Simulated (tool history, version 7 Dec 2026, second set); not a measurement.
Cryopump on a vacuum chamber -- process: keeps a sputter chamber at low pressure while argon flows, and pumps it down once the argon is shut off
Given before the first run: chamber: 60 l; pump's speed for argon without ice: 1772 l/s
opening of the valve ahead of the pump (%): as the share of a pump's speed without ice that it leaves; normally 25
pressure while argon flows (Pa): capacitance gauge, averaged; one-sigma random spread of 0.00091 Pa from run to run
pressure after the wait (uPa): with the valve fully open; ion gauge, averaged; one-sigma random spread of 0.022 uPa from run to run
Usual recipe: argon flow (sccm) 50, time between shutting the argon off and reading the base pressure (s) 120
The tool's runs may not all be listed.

run,day,argon flow (sccm),time between shutting the argon off and reading the base pressure (s),opening of the valve ahead of the pump (%),pressure while argon flows (Pa),pressure after the wait (uPa)
1,0.000,50,120,25,0.1947,1.24
2,0.504,50,120,25,0.1949,1.23
3,1.067,50,120,25,0.1935,1.26
4,1.962,50,45,25,0.1947,2.01
5,2.454,50,45,25,0.1951,2.05
6,3.383,50,22,25,0.1946,3.27
7,4.429,50,22,25,0.1957,3.34
8,5.379,50,120,25,0.1953,1.28
9,6.221,50,120,25,0.1948,1.30
10,6.858,50,120,25,0.1962,1.35
11,7.704,50,64,25,0.1962,1.73
12,8.754,50,64,25,0.1966,1.73
13,9.875,50,64,25,0.1964,1.72
14,10.817,21,120,16,0.1279,1.32
15,11.325,21,120,16,0.1294,1.27
16,12.325,52,28,15,0.3403,2.79
17,12.858,52,28,15,0.3384,2.91
18,13.454,23,35,45,0.0525,2.47
19,14.350,24,51,47,0.0529,1.99
20,15.504,29,245,47,0.0640,1.08

Alternative continuations, all from the tool just after run 20; predict every row:
A,16.246,29,104,26,?,?
B,16.246,29,245,42,?,?
C,16.246,50,120,35,?,?

run,pressure while argon flows (Pa),pressure after the wait (uPa)
A,0.1106,1.45
B,0.0719,1.15
C,0.1461,1.35
With the hidden condition removed and each run's random variation left untouched, the same runs would have given:
run,pressure while argon flows (Pa),pressure after the wait (uPa)
A,0.1057,0.70
B,0.0669,0.42
C,0.1375,0.62
